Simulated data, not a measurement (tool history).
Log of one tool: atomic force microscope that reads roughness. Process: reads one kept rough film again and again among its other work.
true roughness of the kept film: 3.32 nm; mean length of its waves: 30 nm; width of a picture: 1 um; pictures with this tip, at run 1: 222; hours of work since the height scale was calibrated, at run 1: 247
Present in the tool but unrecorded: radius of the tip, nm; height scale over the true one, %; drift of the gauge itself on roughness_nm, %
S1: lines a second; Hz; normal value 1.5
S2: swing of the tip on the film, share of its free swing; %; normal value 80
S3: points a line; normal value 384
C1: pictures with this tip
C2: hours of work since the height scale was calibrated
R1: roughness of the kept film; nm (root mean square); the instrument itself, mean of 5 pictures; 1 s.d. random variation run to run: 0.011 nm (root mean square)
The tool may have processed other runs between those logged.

run	hour	S1	S2	S3	C1	C2	R1
1	0	1.5	80	384	222	247	2.18
2	9.1	1.5	80	384	243	254	2.17
3	17.8	0.69	80	384	263	260	2.266
4	24.2	1.5	80	384	278	264	2.101
5	32.4	1.5	80	384	297	270	2.074
6	38.5	1.5	80	384	311	274	2.048
7	45.6	1.5	64	384	328	279	2.187
8	52.1	1.5	64	384	343	284	2.159
9	58.2	1.5	80	384	357	288	1.978
# hour 59.9: new tip fitted
10	68.1	1.5	80	384	19	294	2.562
11	77.2	1.5	80	384	40	301	2.501
12	84.9	1.5	80	384	58	306	2.472
13	93	1.5	80	384	77	312	2.445
14	102.2	3.04	80	384	98	318	2.099
15	106.9	3.04	80	384	109	322	2.08
16	113.9	1.5	80	384	125	327	2.336
17	123.4	1.5	80	384	147	333	2.272
18	129.3	1.5	80	384	161	337	2.264
19	137.8	1.5	80	384	180	343	2.23
20	146.6	1.5	80	384	201	349	2.19
21	153	1.5	80	384	216	354	2.163
# hour 154.7: height scale calibrated on a step standard
22	162.1	1.5	80	384	234	5	2.143
23	166.6	2.31	64	503	245	8	2.234
# hour 172.3: height scale calibrated on a step standard, once more
24	173.5	1.42	77	503	258	1	2.17
25	179.1	1.81	71	315	271	5	2.139
26	185.8	0.75	60	591	287	9	2.309
27	195	0.75	60	591	308	16	2.275
28	199.3	0.75	60	591	318	19	2.264
29	207.6	0.75	60	591	337	25	2.235
30	215.7	0.9	75	591	356	30	2.118
# hour 217.7: new tip fitted
31	223.9	1.5	68	384	14	36	2.735
32	229.3	1.5	68	384	27	40	2.713
33	234.1	1.5	68	384	38	43	2.683
34	243.4	2.4	73	717	59	49	2.462
35	249.7	2.4	73	717	74	54	2.428
36	254.7	1.56	57	717	86	57	2.678
37	264.5	1.04	60	384	108	64	2.639
38	269.9	1.5	74	1016	121	68	2.44
39	278	0.67	77	318	139	74	2.513
40	284.9	0.67	77	318	155	78	2.476
41	292.4	0.67	77	318	173	84	2.444
42	299.3	2.05	64	412	189	89	2.367
43	303.6	0.55	67	358	199	92	2.475
44	309.1	0.55	60	266	211	95	2.454

4 options for the next run, each taken on its own from the tool as it stands now. Forecast them:
A	316.5	1.5	80	376	228	101	?
B	316.5	1.52	89	300	228	101	?
C	316.5	0.55	60	796	228	101	?
D	316.5	1.09	66	384	228	101	?

run	R1
A	2.176
B	2.025
C	2.438
D	2.362
Had the tool no hidden state, the same runs would have come out as:
run	R1
A	2.618
B	2.437
C	2.937
D	2.843
